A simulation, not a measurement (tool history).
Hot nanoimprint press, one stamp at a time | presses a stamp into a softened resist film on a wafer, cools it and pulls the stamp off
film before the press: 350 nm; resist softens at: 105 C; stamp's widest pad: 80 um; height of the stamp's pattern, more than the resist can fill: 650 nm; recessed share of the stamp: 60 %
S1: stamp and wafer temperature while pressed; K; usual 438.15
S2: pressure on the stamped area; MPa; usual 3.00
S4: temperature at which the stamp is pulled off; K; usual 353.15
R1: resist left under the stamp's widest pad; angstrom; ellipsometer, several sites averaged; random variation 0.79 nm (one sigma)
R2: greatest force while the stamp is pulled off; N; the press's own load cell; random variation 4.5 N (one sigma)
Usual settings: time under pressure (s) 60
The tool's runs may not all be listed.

run 1 hour=0.0 | S1=438.15 S2=3.00 time_under_pressure_(s)=60 S4=353.15 | R1=1934 R2=218
run 2 hour=10.9 | S1=438.15 S2=3.00 time_under_pressure_(s)=60 S4=353.15 | R1=1937 R2=212
run 3 hour=19.2 | S1=438.15 S2=3.00 time_under_pressure_(s)=60 S4=353.15 | R1=1933 R2=227
run 4 hour=30.0 | S1=438.15 S2=3.00 time_under_pressure_(s)=60 S4=353.15 | R1=1935 R2=215
run 5 hour=38.4 | S1=438.15 S2=3.00 time_under_pressure_(s)=60 S4=353.15 | R1=1942 R2=212
run 6 hour=50.0 | S1=442.15 S2=3.00 time_under_pressure_(s)=60 S4=353.15 | R1=1661 R2=223
run 7 hour=61.2 | S1=442.15 S2=3.00 time_under_pressure_(s)=60 S4=353.15 | R1=1663 R2=222
run 8 hour=73.9 | S1=442.15 S2=3.00 time_under_pressure_(s)=60 S4=353.15 | R1=1671 R2=222
run 9 hour=85.6 | S1=442.15 S2=3.00 time_under_pressure_(s)=60 S4=353.15 | R1=1670 R2=215
run 10 hour=97.1 | S1=442.15 S2=3.00 time_under_pressure_(s)=60 S4=353.15 | R1=1669 R2=213
run 11 hour=115.5 | S1=426.15 S2=3.00 time_under_pressure_(s)=60 S4=353.15 | R1=2912 R2=221
run 12 hour=128.0 | S1=426.15 S2=3.00 time_under_pressure_(s)=60 S4=353.15 | R1=2914 R2=213
run 13 hour=145.4 | S1=438.15 S2=3.00 time_under_pressure_(s)=60 S4=339.15 | R1=1954 R2=251
run 14 hour=165.6 | S1=438.15 S2=3.00 time_under_pressure_(s)=60 S4=339.15 | R1=1965 R2=243
-- hour=181.9 plate thermocouple calibrated
run 15 hour=183.4 | S1=438.15 S2=3.00 time_under_pressure_(s)=60 S4=339.15 | R1=1956 R2=239
-- hour=202.7 stamp cleaned and given a new release coat
run 16 hour=207.3 | S1=438.15 S2=2.46 time_under_pressure_(s)=65 S4=339.15 | R1=2097 R2=250
run 17 hour=226.0 | S1=438.15 S2=2.46 time_under_pressure_(s)=65 S4=339.15 | R1=2088 R2=244
run 18 hour=238.2 | S1=438.15 S2=2.46 time_under_pressure_(s)=65 S4=339.15 | R1=2105 R2=247
run 19 hour=247.9 | S1=437.15 S2=1.92 time_under_pressure_(s)=47 S4=345.15 | R1=2577 R2=237
run 20 hour=256.7 | S1=449.15 S2=4.11 time_under_pressure_(s)=60 S4=353.15 | R1=1068 R2=222
run 21 hour=274.5 | S1=449.15 S2=4.11 time_under_pressure_(s)=60 S4=353.15 | R1=1072 R2=221
run 22 hour=292.7 | S1=447.15 S2=2.29 time_under_pressure_(s)=30 S4=347.15 | R1=1994 R2=228
run 23 hour=310.6 | S1=435.15 S2=2.10 time_under_pressure_(s)=62 S4=356.15 | R1=2514 R2=217
run 24 hour=320.3 | S1=437.15 S2=3.86 time_under_pressure_(s)=62 S4=356.15 | R1=1815 R2=215
run 25 hour=338.1 | S1=436.15 S2=1.87 time_under_pressure_(s)=62 S4=356.15 | R1=2541 R2=211
run 26 hour=353.6 | S1=438.15 S2=2.48 time_under_pressure_(s)=42 S4=339.15 | R1=2381 R2=248
run 27 hour=369.3 | S1=440.15 S2=2.63 time_under_pressure_(s)=60 S4=353.15 | R1=1955 R2=218

Forecast each of these 3 alternatives for the next run:
run A hour=385.7 | S1=430.15 S2=3.00 time_under_pressure_(s)=60 S4=354.15 | R1=? R2=?
run B hour=385.7 | S1=448.15 S2=3.00 time_under_pressure_(s)=60 S4=353.15 | R1=? R2=?
run C hour=385.7 | S1=433.15 S2=2.49 time_under_pressure_(s)=60 S4=353.15 | R1=? R2=?

run=A R1=2649 R2=222
run=B R1=1347 R2=219
run=C R1=2561 R2=216
Without the tool's hidden state the same runs would have given:
run=A R1=2584 R2=222
run=B R1=1314 R2=219
run=C R1=2498 R2=216

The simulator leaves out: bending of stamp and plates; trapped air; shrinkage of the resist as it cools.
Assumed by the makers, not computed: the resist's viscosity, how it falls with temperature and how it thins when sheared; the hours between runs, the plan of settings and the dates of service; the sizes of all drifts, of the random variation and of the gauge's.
